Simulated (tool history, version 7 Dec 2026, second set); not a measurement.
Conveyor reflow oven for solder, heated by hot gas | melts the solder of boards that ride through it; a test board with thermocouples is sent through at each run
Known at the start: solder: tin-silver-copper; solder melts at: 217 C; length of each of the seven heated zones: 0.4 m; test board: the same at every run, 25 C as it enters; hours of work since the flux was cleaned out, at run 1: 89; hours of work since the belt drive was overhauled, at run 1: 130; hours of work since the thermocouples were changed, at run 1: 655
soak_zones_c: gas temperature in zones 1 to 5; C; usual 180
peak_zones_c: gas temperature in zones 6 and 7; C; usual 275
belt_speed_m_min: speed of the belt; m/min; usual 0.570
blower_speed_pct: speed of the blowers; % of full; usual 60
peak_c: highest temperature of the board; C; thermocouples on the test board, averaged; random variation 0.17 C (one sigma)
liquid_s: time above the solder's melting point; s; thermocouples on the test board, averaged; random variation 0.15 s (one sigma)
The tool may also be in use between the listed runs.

| run | hour | soak_zones_c | peak_zones_c | belt_speed_m_min | blower_speed_pct | hours of work since the flux was cleaned out | hours of work since the belt drive was overhauled | hours of work since the thermocouples were changed | peak_c | liquid_s |
|---|---|---|---|---|---|---|---|---|---|---|
| 1 | 0.0 | 180 | 275 | 0.570 | 60 | 89 | 130 | 655 | 260.5 | 71.8 |
| 2 | 9.9 | 180 | 275 | 0.570 | 60 | 95 | 136 | 661 | 260.3 | 71.5 |
| 3 | 22.1 | 180 | 275 | 0.570 | 60 | 102 | 143 | 668 | 260.1 | 71.7 |
| 4 | 28.4 | 180 | 275 | 0.637 | 60 | 106 | 147 | 672 | 257.0 | 61.5 |
| 5 | 34.2 | 194 | 275 | 0.637 | 60 | 110 | 151 | 676 | 259.1 | 69.1 |
| 6 | 43.4 | 194 | 275 | 0.637 | 60 | 115 | 156 | 681 | 259.5 | 69.1 |
| 7 | 49.4 | 194 | 275 | 0.637 | 60 | 119 | 160 | 685 | 259.2 | 68.9 |
| 8 | 59.9 | 194 | 275 | 0.637 | 60 | 125 | 166 | 691 | 259.3 | 68.9 |
|  | 64.8 | belt drive overhauled, speed set with a stopwatch |
| 9 | 73.5 | 194 | 275 | 0.637 | 60 | 131 | 5 | 697 | 259.0 | 69.0 |
| 10 | 82.8 | 194 | 275 | 0.637 | 60 | 137 | 11 | 703 | 259.1 | 69.2 |
| 11 | 91.8 | 178 | 275 | 0.570 | 60 | 142 | 16 | 708 | 259.5 | 71.4 |
| 12 | 99.7 | 178 | 275 | 0.570 | 60 | 147 | 21 | 713 | 259.7 | 70.5 |
| 13 | 106.3 | 178 | 275 | 0.570 | 60 | 151 | 25 | 717 | 259.4 | 71.1 |
|  | 113.2 | belt drive overhauled, speed set with a stopwatch, once more |
| 14 | 121.0 | 178 | 275 | 0.570 | 60 | 158 | 5 | 723 | 259.4 | 70.1 |
| 15 | 132.2 | 178 | 275 | 0.570 | 60 | 164 | 11 | 730 | 259.5 | 70.2 |
| 16 | 142.8 | 180 | 275 | 0.570 | 62 | 171 | 18 | 737 | 260.2 | 71.8 |
| 17 | 153.6 | 180 | 275 | 0.570 | 62 | 177 | 25 | 743 | 260.1 | 71.7 |
| 18 | 162.1 | 171 | 275 | 0.570 | 60 | 183 | 30 | 748 | 258.0 | 66.7 |
| 19 | 168.6 | 171 | 275 | 0.570 | 60 | 187 | 34 | 752 | 258.2 | 66.7 |
| 20 | 178.2 | 180 | 276 | 0.570 | 71 | 192 | 39 | 758 | 263.2 | 73.7 |
| 21 | 188.7 | 180 | 276 | 0.570 | 71 | 199 | 46 | 765 | 263.3 | 73.4 |
| 22 | 197.9 | 180 | 276 | 0.570 | 71 | 204 | 51 | 770 | 263.0 | 73.8 |
|  | 207.9 | flux residue cleaned out of gas plates and filters |
| 23 | 211.0 | 172 | 275 | 0.570 | 86 | 2 | 56 | 775 | 265.3 | 72.9 |
| 24 | 222.3 | 168 | 287 | 0.570 | 83 | 9 | 63 | 782 | 276.0 | 75.8 |
| 25 | 233.3 | 180 | 275 | 0.570 | 76 | 15 | 70 | 789 | 264.0 | 74.7 |
| 26 | 244.4 | 180 | 275 | 0.570 | 78 | 22 | 77 | 795 | 264.2 | 74.6 |
| 27 | 249.8 | 180 | 275 | 0.570 | 78 | 25 | 80 | 799 | 264.4 | 74.7 |
| 28 | 258.1 | 180 | 275 | 0.570 | 78 | 30 | 85 | 804 | 264.5 | 74.7 |
| 29 | 267.4 | 169 | 270 | 0.622 | 60 | 36 | 91 | 809 | 251.2 | 55.3 |
| 30 | 275.1 | 193 | 269 | 0.488 | 72 | 41 | 95 | 814 | 261.8 | 92.5 |
| 31 | 282.8 | 193 | 269 | 0.488 | 72 | 45 | 100 | 819 | 261.7 | 92.3 |

3 ways to go on from here, each from the tool as it stands after run 31. What would each give?
| A | 290.4 | 193 | 269 | 0.476 | 60 | 50 | 104 | 823 | ? | ? |
| B | 290.4 | 193 | 279 | 0.653 | 56 | 50 | 104 | 823 | ? | ? |
| C | 290.4 | 179 | 275 | 0.570 | 60 | 50 | 104 | 823 | ? | ? |

| run | peak_c | liquid_s |
|---|---|---|
| A | 260.3 | 93.9 |
| B | 260.6 | 67.3 |
| C | 260.1 | 71.4 |
Without the tool's hidden state the same runs would have given:
| run | peak_c | liquid_s |
|---|---|---|
| A | 262.0 | 94.6 |
| B | 262.2 | 68.0 |
| C | 261.9 | 72.2 |

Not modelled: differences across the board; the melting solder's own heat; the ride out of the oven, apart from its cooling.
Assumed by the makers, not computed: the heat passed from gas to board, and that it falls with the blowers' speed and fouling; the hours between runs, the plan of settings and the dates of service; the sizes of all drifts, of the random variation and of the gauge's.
